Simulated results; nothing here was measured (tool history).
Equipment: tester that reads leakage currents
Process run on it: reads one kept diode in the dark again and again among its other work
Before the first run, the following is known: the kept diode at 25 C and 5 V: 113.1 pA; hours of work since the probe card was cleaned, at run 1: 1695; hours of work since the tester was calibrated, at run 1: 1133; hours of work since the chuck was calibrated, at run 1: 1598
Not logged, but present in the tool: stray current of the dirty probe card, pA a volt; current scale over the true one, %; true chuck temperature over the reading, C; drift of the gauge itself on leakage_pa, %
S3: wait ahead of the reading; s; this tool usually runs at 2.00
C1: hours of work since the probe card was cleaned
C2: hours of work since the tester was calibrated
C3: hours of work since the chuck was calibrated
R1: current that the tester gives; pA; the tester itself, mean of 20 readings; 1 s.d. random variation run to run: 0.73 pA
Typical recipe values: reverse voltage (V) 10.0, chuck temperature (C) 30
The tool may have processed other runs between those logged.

run 1 day=0.000 | reverse_voltage_(V)=10.0 chuck_temperature_(C)=30 S3=2.00 | C1=1695 C2=1133 C3=1598 | R1=220.04
run 2 day=0.825 | reverse_voltage_(V)=7.9 chuck_temperature_(C)=30 S3=2.00 | C1=1710 C2=1149 C3=1613 | R1=196.42
run 3 day=2.092 | reverse_voltage_(V)=10.0 chuck_temperature_(C)=30 S3=2.00 | C1=1734 C2=1173 C3=1637 | R1=219.47
run 4 day=3.233 | reverse_voltage_(V)=10.0 chuck_temperature_(C)=30 S3=2.00 | C1=1756 C2=1194 C3=1659 | R1=219.98
run 5 day=4.350 | reverse_voltage_(V)=5.2 chuck_temperature_(C)=30 S3=2.00 | C1=1777 C2=1215 C3=1680 | R1=159.79
run 6 day=6.271 | reverse_voltage_(V)=10.0 chuck_temperature_(C)=30 S3=2.00 | C1=1813 C2=1252 C3=1716 | R1=219.33
run 7 day=8.283 | reverse_voltage_(V)=10.0 chuck_temperature_(C)=30 S3=2.00 | C1=1852 C2=1290 C3=1754 | R1=218.40
run 8 day=9.162 | reverse_voltage_(V)=10.0 chuck_temperature_(C)=30 S3=2.00 | C1=1868 C2=1306 C3=1771 | R1=216.88
run 9 day=11.054 | reverse_voltage_(V)=10.0 chuck_temperature_(C)=44 S3=2.00 | C1=1904 C2=1342 C3=1807 | R1=668.55
run 10 day=12.829 | reverse_voltage_(V)=10.0 chuck_temperature_(C)=44 S3=2.00 | C1=1937 C2=1376 C3=1840 | R1=666.17
run 11 day=14.067 | reverse_voltage_(V)=10.0 chuck_temperature_(C)=44 S3=2.00 | C1=1961 C2=1399 C3=1864 | R1=662.22
-- day=14.304 probe card cleaned and baked
run 12 day=15.875 | reverse_voltage_(V)=10.0 chuck_temperature_(C)=44 S3=2.00 | C1=30 C2=1431 C3=1895 | R1=671.78
run 13 day=17.012 | reverse_voltage_(V)=5.7 chuck_temperature_(C)=30 S3=2.00 | C1=51 C2=1452 C3=1917 | R1=168.11
run 14 day=18.988 | reverse_voltage_(V)=4.6 chuck_temperature_(C)=39 S3=2.00 | C1=89 C2=1490 C3=1954 | R1=311.33
run 15 day=20.883 | reverse_voltage_(V)=4.6 chuck_temperature_(C)=47 S3=0.35 | C1=124 C2=1526 C3=1990 | R1=584.03
run 16 day=22.525 | reverse_voltage_(V)=11.8 chuck_temperature_(C)=34 S3=2.00 | C1=155 C2=1557 C3=2021 | R1=331.91
run 17 day=23.562 | reverse_voltage_(V)=9.8 chuck_temperature_(C)=33 S3=6.46 | C1=175 C2=1576 C3=2041 | R1=276.60
run 18 day=25.117 | reverse_voltage_(V)=3.4 chuck_temperature_(C)=48 S3=0.50 | C1=205 C2=1606 C3=2070 | R1=543.82
-- day=25.929 probe card cleaned and baked, once more
run 19 day=27.229 | reverse_voltage_(V)=3.4 chuck_temperature_(C)=60 S3=0.87 | C1=25 C2=1643 C3=2108 | R1=1294.89
run 20 day=28.238 | reverse_voltage_(V)=3.4 chuck_temperature_(C)=60 S3=0.87 | C1=44 C2=1662 C3=2127 | R1=1302.82
run 21 day=30.117 | reverse_voltage_(V)=3.4 chuck_temperature_(C)=27 S3=0.87 | C1=79 C2=1698 C3=2162 | R1=95.09
-- day=31.388 chuck's temperature calibrated
run 22 day=31.388 | reverse_voltage_(V)=10.0 chuck_temperature_(C)=30 S3=0.61 | C1=102 C2=1720 C3=0 | R1=246.26
run 23 day=33.292 | reverse_voltage_(V)=10.0 chuck_temperature_(C)=30 S3=0.61 | C1=138 C2=1756 C3=36 | R1=246.79
run 24 day=34.529 | reverse_voltage_(V)=10.0 chuck_temperature_(C)=30 S3=0.61 | C1=161 C2=1780 C3=59 | R1=246.58
run 25 day=36.254 | reverse_voltage_(V)=10.0 chuck_temperature_(C)=30 S3=0.61 | C1=194 C2=1812 C3=92 | R1=246.13

Below, some changes in R1 between adjacent runs. For each, the amount present without the hidden state too (settings, incoming material, random variation) and the amount remaining for the hidden state with gauge scatter not shared by both compared results:
Run 18 -> 19: chuck temperature (C) 48 -> 60, S3 0.50 -> 0.87, probe card cleaned and baked, once more. R1 +751.07 pA: hidden state -118.43, all else +869.50.
Run 20 -> 21: chuck temperature (C) 60 -> 27. R1 -1207.73 pA: hidden state +186.27, all else -1394.00.
